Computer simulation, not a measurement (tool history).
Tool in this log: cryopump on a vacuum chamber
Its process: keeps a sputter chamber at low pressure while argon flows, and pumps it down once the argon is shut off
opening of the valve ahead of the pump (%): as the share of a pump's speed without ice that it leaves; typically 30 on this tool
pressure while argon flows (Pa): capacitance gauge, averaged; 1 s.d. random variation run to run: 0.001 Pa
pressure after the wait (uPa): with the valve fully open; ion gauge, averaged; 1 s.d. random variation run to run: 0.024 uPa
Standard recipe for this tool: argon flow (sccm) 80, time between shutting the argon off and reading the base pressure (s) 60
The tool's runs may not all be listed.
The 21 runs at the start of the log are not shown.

run	day	argon flow (sccm)	time between shutting the argon off and reading the base pressure (s)	opening of the valve ahead of the pump (%)	hours of work since the pump was warmed up and emptied	hours of work since the cold head was overhauled	hours of work since the chamber's fittings were tightened	pressure while argon flows (Pa)	pressure after the wait (uPa)
22	55.329	80	50	22	247	1685	641	0.3021	1.58
23	57.767	80	50	24	286	1723	679	0.2809	1.59
24	61.158	103	124	41	339	1777	732	0.2226	1.13
25	64.638	34	121	27	394	1831	787	0.1099	1.27
26	66.404	81	276	19	421	1859	815	0.3628	1.03
27	69.038	81	276	19	463	1900	856	0.3659	1.13
28	70.683	80	60	36	489	1926	882	0.202	1.8
29	72.412	80	60	36	516	1953	909	0.2048	1.77
30	74.117	80	60	36	542	1980	936	0.2048	1.82
31	76.496	80	60	20	580	2018	973	0.3509	1.94
32	79.462	80	60	20	627	2064	1020	0.3535	1.96
33	82.592	80	47	53	676	2113	1069	0.1561	2.27
# day 83.954: pump warmed up, emptied and cooled again
34	84.446	80	47	53	8	2139	1095	0.1217	1.78
35	87.108	80	47	53	50	2181	1137	0.1249	1.87

Each row is a separate what-if for the run after 35, all from the same tool condition, not one after another. Results?
A	89.742	80	164	18	91	2222	1178	?	?
B	89.742	53	80	44	91	2222	1178	?	?
C	89.742	80	29	30	91	2222	1178	?	?

run	pressure while argon flows (Pa)	pressure after the wait (uPa)
A	0.3615	1.24
B	0.1007	1.5
C	0.2203	2.5
Without the tool's hidden state the same runs would have given:
run	pressure while argon flows (Pa)	pressure after the wait (uPa)
A	0.3576	0.39
B	0.0981	0.65
C	0.2163	1.65
